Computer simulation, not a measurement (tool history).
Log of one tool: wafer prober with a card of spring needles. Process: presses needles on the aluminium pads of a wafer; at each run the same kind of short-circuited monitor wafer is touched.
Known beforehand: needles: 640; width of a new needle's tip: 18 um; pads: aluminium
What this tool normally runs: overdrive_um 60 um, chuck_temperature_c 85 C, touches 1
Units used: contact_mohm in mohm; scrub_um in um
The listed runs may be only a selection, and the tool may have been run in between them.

Run 1, hour 0.0: usual settings. Result: contact_mohm 241 mohm, scrub_um 14.54 um.
At hour 3.6: tips cleaned on abrasive film.
At hour 21.7: tips cleaned on abrasive film.
At hour 39.6: tips cleaned on abrasive film.
Run 2, hour 45.2: usual settings but chuck_temperature_c 48 C. Result: contact_mohm 213 mohm, scrub_um 14.45 um.
At hour 56.6: tips cleaned on abrasive film.
Run 3, hour 70.9: usual settings but chuck_temperature_c 48 C. Result: contact_mohm 250 mohm, scrub_um 14.48 um.
At hour 73.8: tips cleaned on abrasive film.
At hour 92.4: tips cleaned on abrasive film.
At hour 112.5: tips cleaned on abrasive film.
Run 4, hour 122.3: usual settings. Result: contact_mohm 239 mohm, scrub_um 14.41 um.
At hour 128.9: tips cleaned on abrasive film.
At hour 147.7: tips cleaned on abrasive film.
At hour 165.6: tips cleaned on abrasive film.
Run 5, hour 179.0: usual settings. Result: contact_mohm 253 mohm, scrub_um 14.38 um.
At hour 183.1: tips cleaned on abrasive film.
At hour 191.6: height of the first contact set anew.
At hour 199.8: tips cleaned on abrasive film.
Run 6, hour 205.2: usual settings. Result: contact_mohm 217 mohm, scrub_um 14.51 um.
At hour 219.8: tips cleaned on abrasive film.
At hour 239.2: tips cleaned on abrasive film.
Run 7, hour 253.6: usual settings. Result: contact_mohm 253 mohm, scrub_um 14.48 um.
At hour 257.8: tips cleaned on abrasive film.
At hour 261.9: tips cleaned on abrasive film, once more.
At hour 280.9: tips cleaned on abrasive film.
At hour 297.8: tips cleaned on abrasive film.
At hour 314.5: tips cleaned on abrasive film.
Run 8, hour 314.5: usual settings. Result: contact_mohm 157 mohm, scrub_um 14.39 um.
At hour 330.9: tips cleaned on abrasive film.
At hour 350.3: tips cleaned on abrasive film.
At hour 366.7: tips cleaned on abrasive film.
Run 9, hour 376.6: usual settings but touches 2. Result: contact_mohm 200 mohm, scrub_um 14.37 um.
At hour 384.8: tips cleaned on abrasive film.
At hour 404.6: tips cleaned on abrasive film.
At hour 423.1: tips cleaned on abrasive film.
Run 10, hour 425.3: usual settings but chuck_temperature_c 54 C, touches 2. Result: contact_mohm 165 mohm, scrub_um 14.32 um.
At hour 433.7: height of the first contact set anew.
At hour 441.9: tips cleaned on abrasive film.
At hour 460.4: tips cleaned on abrasive film.
Run 11, hour 463.1: usual settings but chuck_temperature_c 54 C, touches 2. Result: contact_mohm 162 mohm, scrub_um 14.55 um.
At hour 479.0: tips cleaned on abrasive film.
At hour 496.9: tips cleaned on abrasive film.
Run 12, hour 503.6: usual settings but chuck_temperature_c 54 C, touches 2. Result: contact_mohm 189 mohm, scrub_um 14.47 um.
At hour 514.4: tips cleaned on abrasive film.
At hour 532.9: tips cleaned on abrasive film.
Run 13, hour 534.3: usual settings but overdrive_um 69 um, chuck_temperature_c 54 C, touches 2. Result: contact_mohm 156 mohm, scrub_um 16.61 um.
At hour 550.5: tips cleaned on abrasive film.
At hour 569.4: tips cleaned on abrasive film.
At hour 585.8: tips cleaned on abrasive film.
Run 14, hour 585.8: usual settings but overdrive_um 69 um, chuck_temperature_c 54 C, touches 2. Result: contact_mohm 147 mohm, scrub_um 16.60 um.
At hour 603.5: tips cleaned on abrasive film.
At hour 621.4: tips cleaned on abrasive film.
At hour 641.0: tips cleaned on abrasive film.
Run 15, hour 646.3: usual settings but overdrive_um 69 um, chuck_temperature_c 54 C, touches 2. Result: contact_mohm 175 mohm, scrub_um 16.48 um.
At hour 658.6: tips cleaned on abrasive film.
At hour 675.2: height of the first contact set anew.
At hour 679.3: tips cleaned on abrasive film.
Run 16, hour 683.5: usual settings but overdrive_um 76 um, chuck_temperature_c 53 C. Result: contact_mohm 178 mohm, scrub_um 18.37 um.
At hour 698.1: tips cleaned on abrasive film.
At hour 717.3: tips cleaned on abrasive film.
Run 17, hour 721.9: usual settings but overdrive_um 76 um, chuck_temperature_c 53 C. Result: contact_mohm 181 mohm, scrub_um 18.44 um.
At hour 735.7: tips cleaned on abrasive film.
Run 18, hour 751.2: usual settings but overdrive_um 76 um, chuck_temperature_c 53 C. Result: contact_mohm 219 mohm, scrub_um 18.33 um.
At hour 755.4: tips cleaned on abrasive film.
At hour 774.5: tips cleaned on abrasive film.
At hour 791.5: tips cleaned on abrasive film.
Run 19, hour 791.5: usual settings but overdrive_um 76 um, chuck_temperature_c 53 C. Result: contact_mohm 147 mohm, scrub_um 18.35 um.
At hour 809.1: tips cleaned on abrasive film.
At hour 827.9: tips cleaned on abrasive film.
Run 20, hour 836.3: usual settings but overdrive_um 54 um, chuck_temperature_c 51 C. Result: contact_mohm 254 mohm, scrub_um 12.94 um.
At hour 847.3: tips cleaned on abrasive film.
At hour 866.2: tips cleaned on abrasive film.
Run 21, hour 867.0: usual settings but overdrive_um 56 um, chuck_temperature_c 75 C. Result: contact_mohm 173 mohm, scrub_um 13.39 um.
At hour 883.3: tips cleaned on abrasive film.
At hour 901.5: tips cleaned on abrasive film.
Run 22, hour 906.7: usual settings but overdrive_um 53 um, chuck_temperature_c 75 C. Result: contact_mohm 240 mohm, scrub_um 12.63 um.
At hour 917.8: height of the first contact set anew.
At hour 920.9: tips cleaned on abrasive film.
At hour 939.3: tips cleaned on abrasive film.
Run 23, hour 946.9: usual settings but overdrive_um 53 um, chuck_temperature_c 75 C. Result: contact_mohm 245 mohm, scrub_um 12.80 um.
At hour 958.6: tips cleaned on abrasive film.
At hour 977.0: tips cleaned on abrasive film.
At hour 993.9: tips cleaned on abrasive film.
Run 24, hour 993.9: usual settings but overdrive_um 42 um, touches 2. Result: contact_mohm 161 mohm, scrub_um 10.09 um.
At hour 1012.3: tips cleaned on abrasive film.
Run 25, hour 1028.4: usual settings but overdrive_um 42 um, touches 2. Result: contact_mohm 296 mohm, scrub_um 10.10 um.
At hour 1032.2: tips cleaned on abrasive film.
At hour 1051.1: tips cleaned on abrasive film.
At hour 1070.7: tips cleaned on abrasive film.
Run 26, hour 1075.1: usual settings but overdrive_um 42 um, touches 2. Result: contact_mohm 225 mohm, scrub_um 10.04 um.
At hour 1090.6: tips cleaned on abrasive film.
At hour 1109.1: tips cleaned on abrasive film.
At hour 1129.5: tips cleaned on abrasive film.
Run 27, hour 1133.3: usual settings but overdrive_um 42 um, touches 2. Result: contact_mohm 226 mohm, scrub_um 9.96 um.
At hour 1147.7: tips cleaned on abrasive film.
At hour 1159.6: height of the first contact set anew.
At hour 1167.8: tips cleaned on abrasive film.
Run 28, hour 1177.8: usual settings but overdrive_um 42 um, touches 2. Result: contact_mohm 276 mohm, scrub_um 10.18 um.

4 options for the next run, each taken on its own from the tool as it stands now. Forecast them:
At hour 1186.0: tips cleaned on abrasive film.
At hour 1202.8: tips cleaned on abrasive film.
At hour 1222.4: tips cleaned on abrasive film.
Run A, hour 1222.5: usual settings but chuck_temperature_c 95 C. Result: contact_mohm ?, scrub_um ?.
At hour 1186.0: tips cleaned on abrasive film.
At hour 1202.8: tips cleaned on abrasive film.
At hour 1222.4: tips cleaned on abrasive film.
Run B, hour 1222.5: usual settings but chuck_temperature_c 58 C. Result: contact_mohm ?, scrub_um ?.
At hour 1186.0: tips cleaned on abrasive film.
At hour 1202.8: tips cleaned on abrasive film.
At hour 1222.4: tips cleaned on abrasive film.
Run C, hour 1222.5: usual settings but overdrive_um 42 um, touches 2. Result: contact_mohm ?, scrub_um ?.
At hour 1186.0: tips cleaned on abrasive film.
At hour 1202.8: tips cleaned on abrasive film.
At hour 1222.4: tips cleaned on abrasive film.
Run D, hour 1222.5: usual settings but overdrive_um 75 um, chuck_temperature_c 91 C, touches 2. Result: contact_mohm ?, scrub_um ?.

run  contact_mohm  scrub_um
  A           161     14.46
  B           157     14.45
  C           170     10.08
  D           153     18.14
The same runs, with their run-to-run variation unchanged, on a tool lacking any hidden condition would have given:
run  contact_mohm  scrub_um
  A           145     14.53
  B           140     14.52
  C           150     10.15
  D           146     18.21
